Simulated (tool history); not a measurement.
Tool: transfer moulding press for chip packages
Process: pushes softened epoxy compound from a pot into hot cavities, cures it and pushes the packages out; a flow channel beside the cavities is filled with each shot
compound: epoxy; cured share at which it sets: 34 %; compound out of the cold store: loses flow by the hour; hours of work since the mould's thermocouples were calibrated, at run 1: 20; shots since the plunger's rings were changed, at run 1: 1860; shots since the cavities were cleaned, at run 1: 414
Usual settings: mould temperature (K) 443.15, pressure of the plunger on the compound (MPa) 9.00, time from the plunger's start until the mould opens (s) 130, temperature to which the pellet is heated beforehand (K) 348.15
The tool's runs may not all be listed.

run	hour	mould temperature (K)	pressure of the plunger on the compound (MPa)	time from the plunger's start until the mould opens (s)	temperature to which the pellet is heated beforehand (K)	hours of work since the mould's thermocouples were calibrated	shots since the plunger's rings were changed	shots since the cavities were cleaned	incoming compound's hours out of the cold store	length that the compound runs in the flow channel (mm)	greatest force on the pins that push the packages out (N)
1	0.0	443.15	9.00	130	348.15	20	1860	414	33.9	710	759
# hour 6.0: cavities cleaned with cleaning compound and waxed
2	18.3	443.15	9.00	130	351.15	32	2019	116	39.2	696	586
3	27.4	443.15	9.00	130	351.15	38	2105	202	22.9	733	688
4	44.6	443.15	9.00	130	348.15	50	2268	365	9.5	770	763
# hour 56.9: cavities cleaned with cleaning compound and waxed
5	56.9	443.15	9.00	130	348.15	57	2370	0	16.0	741	533
6	72.0	443.15	9.00	130	348.15	68	2513	143	32.4	706	644
7	80.9	443.15	9.00	130	348.15	74	2597	227	36.8	701	689
8	89.2	443.15	9.00	130	348.15	80	2676	306	35.0	696	708
9	103.7	443.15	9.00	130	348.15	89	2813	443	27.8	717	804
# hour 106.8: cavities cleaned with cleaning compound and waxed
10	120.4	443.15	9.00	130	348.15	100	2957	129	20.6	727	642
11	132.4	443.15	9.00	130	348.15	108	3070	242	37.0	695	686
12	150.6	443.15	9.00	130	348.15	121	3242	414	44.8	670	737
# hour 156.7: cavities cleaned with cleaning compound and waxed
# hour 160.5: plunger's sealing rings changed
13	167.3	443.15	7.06	130	348.15	129	65	77	28.5	670	604
14	176.3	437.15	7.48	130	348.15	135	150	162	24.1	706	945
# hour 179.9: mould's thermocouples calibrated
15	186.1	443.15	9.00	117	348.15	4	223	235	11.2	800	909
16	202.3	443.15	8.29	151	348.15	15	376	388	9.7	757	634
# hour 211.4: cavities cleaned with cleaning compound and waxed
17	221.8	443.15	8.29	151	348.15	28	547	99	37.7	701	482
18	231.9	448.15	6.85	113	352.15	35	643	195	47.0	601	629
19	245.6	448.15	6.85	113	352.15	44	773	325	39.8	616	710
# hour 260.9: cavities cleaned with cleaning compound and waxed
20	260.9	448.15	6.85	113	352.15	53	903	0	12.7	674	542
21	276.2	448.15	9.06	118	352.15	64	1047	144	42.3	697	572
# hour 279.8: mould's thermocouples calibrated, once more
22	296.7	443.15	8.37	130	348.15	12	1223	320	18.2	727	725
23	308.1	443.15	8.37	130	348.15	19	1330	427	41.1	668	744
# hour 312.4: cavities cleaned with cleaning compound and waxed
24	323.4	443.15	8.37	130	348.15	29	1461	105	21.3	722	613

Forecast each of these 3 alternatives for the next run:
A	339.0	443.15	8.37	133	342.15	40	1609	253	37.8	?	?
B	339.0	443.15	9.00	127	356.15	40	1609	253	42.6	?	?
C	339.0	443.15	8.84	130	348.15	40	1609	253	30.7	?	?

run	length that the compound runs in the flow channel (mm)	greatest force on the pins that push the packages out (N)
A	682	681
B	690	717
C	718	701
Without the tool's hidden state the same runs would have given:
run	length that the compound runs in the flow channel (mm)	greatest force on the pins that push the packages out (N)
A	706	517
B	714	543
C	743	531

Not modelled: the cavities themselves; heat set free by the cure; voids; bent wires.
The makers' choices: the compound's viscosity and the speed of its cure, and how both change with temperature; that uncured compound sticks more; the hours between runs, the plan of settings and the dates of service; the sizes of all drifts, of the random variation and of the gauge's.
